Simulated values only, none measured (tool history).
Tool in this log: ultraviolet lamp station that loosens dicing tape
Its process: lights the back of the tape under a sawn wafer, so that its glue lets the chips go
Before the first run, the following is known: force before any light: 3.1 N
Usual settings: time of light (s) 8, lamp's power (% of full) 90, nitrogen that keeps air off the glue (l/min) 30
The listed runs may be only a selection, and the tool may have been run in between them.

run     day  time of light (s)  lamp's power (% of full)  nitrogen that keeps air off the glue (l/min)  force that peels the tape off (N)  light that reached the tape (mJ/cm2)
  1       0                  8                        90                                            30                              0.345                                   446
  2   0.333                  8                        90                                            30                              0.347                                   444
  3   0.688                  8                        90                                            30                              0.355                                   443
  4    1.15                  8                        90                                            30                              0.353                                   440
  5   1.504                  8                        90                                            30                              0.343                                   440
  6   1.888                  8                        97                                            30                              0.334                                   470
  7   2.233                  8                        97                                            30                              0.322                                   468
  8   2.633                 10                        97                                            30                              0.256                                   588
  9   2.946                 10                        97                                            30                              0.267                                   580
 10   3.338                 10                        97                                            30                              0.247                                   578
 11    3.75                  8                        90                                            30                              0.362                                   430
 12   4.233                  4                        90                                            30                              0.898                                   210
 13   4.604                  4                        90                                            30                              0.888                                   214
 14   4.842                  4                        90                                            30                               0.92                                   207
 15   5.271                  4                        90                                            30                              0.894                                   211
 16   5.738                  8                        67                                            30                              0.552                                   317
 17   6.175                  4                        90                                            30                              0.899                                   210
 18   6.604                  4                        90                                            30                              0.913                                   208
 19   6.833                 14                        90                                            30                               0.22                                   733
 20   7.217                 14                        90                                            30                              0.231                                   724
 21   7.496                  8                        94                                            30                              0.368                                   436
 22   7.917                  8                        94                                            30                              0.355                                   431
 23   8.312                  8                        94                                            30                              0.353                                   428
 24   8.646                  5                        80                                            45                               0.71                                   227
 25   8.912                  5                        80                                            45                              0.678                                   229
 26   9.133                  5                        80                                            45                              0.685                                   226
 27   9.596                 16                        90                                            36                              0.221                                   811
 28   9.804                  8                        89                                             9                              0.702                                   399
 29  10.196                  8                        89                                             9                              0.713                                   396
 30  10.488                  5                        87                                            30                              0.771                                   240
 31  10.733                  5                        70                                            12                               1.32                                   196
 32  11.038                  5                        70                                            12                              1.362                                   194
 33  11.388                  5                        70                                            12                              1.347                                   189
 34  11.821                  5                        70                                            12                              1.337                                   196
 35  12.042                  5                        70                                            12                               1.33                                   195
 36  12.496                  4                        97                                            13                              1.247                                   215
 37  12.704                  4                        97                                            13                              1.148                                   212
 38  12.917                  4                        97                                            13                              1.253                                   208
 39  13.125                  8                        61                                            14                              0.947                                   267
 40   13.45                  5                        90                                            14                               1.02                                   241
 41  13.729                  5                        68                                            23                              1.131                                   186
 42   14.05                  6                        85                                            19                              0.779                                   271
 43  14.342                  8                        69                                            30                              0.591                                   298

Alternative continuations, all from the tool just after run 43; predict every row:
  A  14.654                 16                        90                                            30                                  ?                                     ?
  B  14.654                  6                        61                                            30                                  ?                                     ?
  C  14.654                  8                        79                                            30                                  ?                                     ?

run  force that peels the tape off (N)  light that reached the tape (mJ/cm2)
  A                               0.21                                   772
  B                              0.916                                   197
  C                              0.483                                   343
Without the tool's unlogged condition, the same runs would have read:
run  force that peels the tape off (N)  light that reached the tape (mJ/cm2)
  A                              0.198                                  1032
  B                              0.654                                   263
  C                              0.331                                   456
